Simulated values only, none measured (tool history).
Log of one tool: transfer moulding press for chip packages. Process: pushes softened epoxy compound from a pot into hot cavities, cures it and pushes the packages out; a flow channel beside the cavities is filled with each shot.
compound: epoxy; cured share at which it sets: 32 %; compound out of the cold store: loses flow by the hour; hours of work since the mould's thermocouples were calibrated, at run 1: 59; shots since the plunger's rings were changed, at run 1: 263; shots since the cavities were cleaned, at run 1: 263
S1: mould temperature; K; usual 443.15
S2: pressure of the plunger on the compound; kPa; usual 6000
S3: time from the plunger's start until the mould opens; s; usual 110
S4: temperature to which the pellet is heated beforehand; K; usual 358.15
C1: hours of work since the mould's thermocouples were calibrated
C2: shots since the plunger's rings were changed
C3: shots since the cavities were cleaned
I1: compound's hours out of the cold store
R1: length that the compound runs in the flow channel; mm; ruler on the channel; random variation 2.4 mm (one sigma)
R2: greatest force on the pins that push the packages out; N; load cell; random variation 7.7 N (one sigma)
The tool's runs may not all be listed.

run,hour,S1,S2,S3,S4,C1,C2,C3,I1,R1,R2
1,0.0,443.15,6000,110,358.15,59,263,263,12.7,532,482
2,29.1,443.15,6000,110,358.15,73,491,491,42.6,468,536
3,66.4,443.15,6000,110,358.15,91,785,785,17.3,517,627
# hour 93.0: cavities cleaned with cleaning compound and waxed
4,102.9,443.15,6000,110,358.15,108,1060,77,17.4,512,838
5,141.4,443.15,6000,120,358.15,127,1363,380,11.0,516,746
6,161.8,443.15,6000,110,365.15,137,1523,540,16.7,503,781
7,187.5,442.15,6000,110,358.15,149,1726,743,22.9,491,778
# hour 220.2: cavities cleaned with cleaning compound and waxed
8,220.6,442.15,6000,110,358.15,164,1974,3,37.6,468,340
9,259.8,443.15,6000,110,358.15,183,2282,311,36.0,466,489
10,289.7,443.15,6000,110,358.15,197,2517,546,17.9,494,558
11,316.1,443.15,6000,110,358.15,210,2725,754,38.1,459,609
# hour 346.1: cavities cleaned with cleaning compound and waxed
# hour 351.1: cavities cleaned with cleaning compound and waxed, once more
12,362.3,443.15,6630,110,358.15,231,3065,88,17.3,512,390
13,401.8,443.15,6000,110,350.15,250,3376,399,25.4,471,520
# hour 417.2: plunger's sealing rings changed
14,444.7,443.15,7200,110,349.15,270,216,716,25.4,551,602
15,467.1,436.15,5020,110,349.15,280,392,892,21.2,472,930
# hour 479.8: cavities cleaned with cleaning compound and waxed
16,505.8,444.15,5350,130,354.15,298,685,204,13.9,489,408
17,545.9,444.15,5350,130,354.15,318,1000,519,25.0,468,476
18,579.5,438.15,5350,130,354.15,334,1264,783,38.6,445,604
# hour 604.7: cavities cleaned with cleaning compound and waxed
19,620.5,438.15,5350,130,354.15,353,1575,124,36.8,446,405
20,644.4,445.15,6100,110,358.15,364,1763,312,10.2,522,479
# hour 669.2: mould's thermocouples calibrated
21,673.9,436.15,4820,100,354.15,2,1979,528,25.8,444,1077
22,715.3,441.15,7260,135,354.15,22,2305,854,28.4,527,557
# hour 732.0: cavities cleaned with cleaning compound and waxed
23,746.6,446.15,7260,106,358.15,37,2539,115,31.2,512,370
24,783.2,443.15,5670,101,358.15,54,2827,403,25.6,463,602
25,817.1,443.15,6000,110,350.15,71,3094,670,11.2,506,601

3 ways to go on from here, each from the tool as it stands after run 25. What would each give?
A,841.6,437.15,6000,110,356.15,82,3286,862,19.0,?,?
B,841.6,443.15,5860,129,360.15,82,3286,862,9.3,?,?
C,841.6,440.15,6000,110,350.15,82,3286,862,15.0,?,?

run,R1,R2
A,497,880
B,494,550
C,497,741
Without the tool's hidden state the same runs would have given:
run,R1,R2
A,532,456
B,530,280
C,533,385

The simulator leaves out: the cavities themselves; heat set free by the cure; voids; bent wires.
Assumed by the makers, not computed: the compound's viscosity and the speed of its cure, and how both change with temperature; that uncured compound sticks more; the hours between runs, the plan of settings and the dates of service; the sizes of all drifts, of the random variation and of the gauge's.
